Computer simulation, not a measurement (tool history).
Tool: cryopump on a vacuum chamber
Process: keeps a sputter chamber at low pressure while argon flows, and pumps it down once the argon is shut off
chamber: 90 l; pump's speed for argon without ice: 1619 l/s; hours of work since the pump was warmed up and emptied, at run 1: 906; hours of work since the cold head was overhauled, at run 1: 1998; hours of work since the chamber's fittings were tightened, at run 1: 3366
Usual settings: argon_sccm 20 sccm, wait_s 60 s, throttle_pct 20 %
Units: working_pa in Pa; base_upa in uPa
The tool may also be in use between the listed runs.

run,day,argon_sccm,wait_s,throttle_pct,hours of work since the pump was warmed up and emptied,hours of work since the cold head was overhauled,hours of work since the chamber's fittings were tightened,working_pa,base_upa
1,0,20,60,20,906,1998,3366,0.1078,2.16
# day 1.196: leaking fittings of the chamber tightened, without venting
2,2.696,20,60,20,955,2047,28,0.108,0.88
3,5.933,20,60,20,1016,2109,90,0.1087,0.98
4,8.1,15,60,20,1057,2150,131,0.0811,0.97
# day 9.912: pump warmed up, emptied and cooled again
5,11.271,15,60,20,26,2206,187,0.0786,0.94
6,13.104,15,60,17,60,2240,221,0.0921,0.94
7,16.408,20,60,20,123,2303,284,0.1049,0.94
8,18.738,20,60,20,167,2347,328,0.1054,0.99
9,21.512,20,60,20,219,2399,380,0.1044,0.97
10,22.971,20,60,20,247,2427,408,0.1056,1.02
11,25.696,20,60,20,298,2478,459,0.1065,0.98
12,27.421,20,60,20,331,2511,492,0.1063,1.03
13,29.608,20,36,20,372,2552,533,0.1064,1.44
14,32.462,20,36,20,426,2606,587,0.1059,1.48
15,35.85,20,60,20,490,2670,651,0.1067,1.15
16,37.517,20,60,20,522,2702,683,0.1073,1.14
17,40.162,20,60,20,572,2752,733,0.107,1.17
18,42.225,20,60,20,611,2791,772,0.107,1.21
19,45.542,20,60,20,674,2854,835,0.1073,1.16
20,47.367,20,128,29,708,2888,869,0.0743,0.89
21,50.508,20,128,29,768,2947,928,0.0747,0.93
22,52.242,20,128,29,800,2980,961,0.0758,0.95
23,54.758,20,41,29,848,3028,1009,0.0755,1.61
24,56.971,13,41,19,890,3070,1051,0.0735,1.6
25,58.517,24,26,32,919,3099,1080,0.0823,2.12
26,60.646,24,26,32,959,3139,1120,0.0824,2.14
27,63.112,25,68,19,1006,3186,1167,0.1428,1.32
28,65.271,25,68,19,1047,3227,1208,0.1427,1.29
29,67.183,12,60,20,1083,3263,1244,0.0658,1.41
# day 67.704: pump warmed up, emptied and cooled again
30,70.688,12,60,20,56,3325,1306,0.0627,1.34
31,73.262,10,60,20,105,3374,1355,0.0526,1.31
32,76.212,17,50,33,161,3430,1410,0.0545,1.42
33,78.138,12,228,19,197,3466,1447,0.0661,0.92

The same runs without the tool's hidden state, with the same run-to-run variation:
The hidden state here: pump's speed, % of a pump's without ice; cold plate's temperature, K; leak into the chamber, uPa l/s; drift of the gauge itself on working_pa, %; drift of the gauge itself on base_upa, %.
run,working_pa,base_upa
1,0.1043,0.8
2,0.1044,0.79
3,0.1048,0.86
4,0.078,0.83
5,0.0781,0.83
6,0.0916,0.82
7,0.104,0.79
8,0.1044,0.82
9,0.1031,0.79
10,0.1043,0.82
11,0.105,0.76
12,0.1047,0.8
13,0.1047,1.19
14,0.1041,1.2
15,0.1046,0.83
16,0.1051,0.82
17,0.1046,0.82
18,0.1045,0.84
19,0.1045,0.77
20,0.0714,0.49
21,0.0716,0.5
22,0.0726,0.49
23,0.0722,1.12
24,0.0712,1.09
25,0.0779,1.61
26,0.0778,1.6
27,0.1378,0.75
28,0.1375,0.71
29,0.0632,0.8
30,0.0623,0.82
31,0.0522,0.78
32,0.0536,0.88
33,0.0654,0.33

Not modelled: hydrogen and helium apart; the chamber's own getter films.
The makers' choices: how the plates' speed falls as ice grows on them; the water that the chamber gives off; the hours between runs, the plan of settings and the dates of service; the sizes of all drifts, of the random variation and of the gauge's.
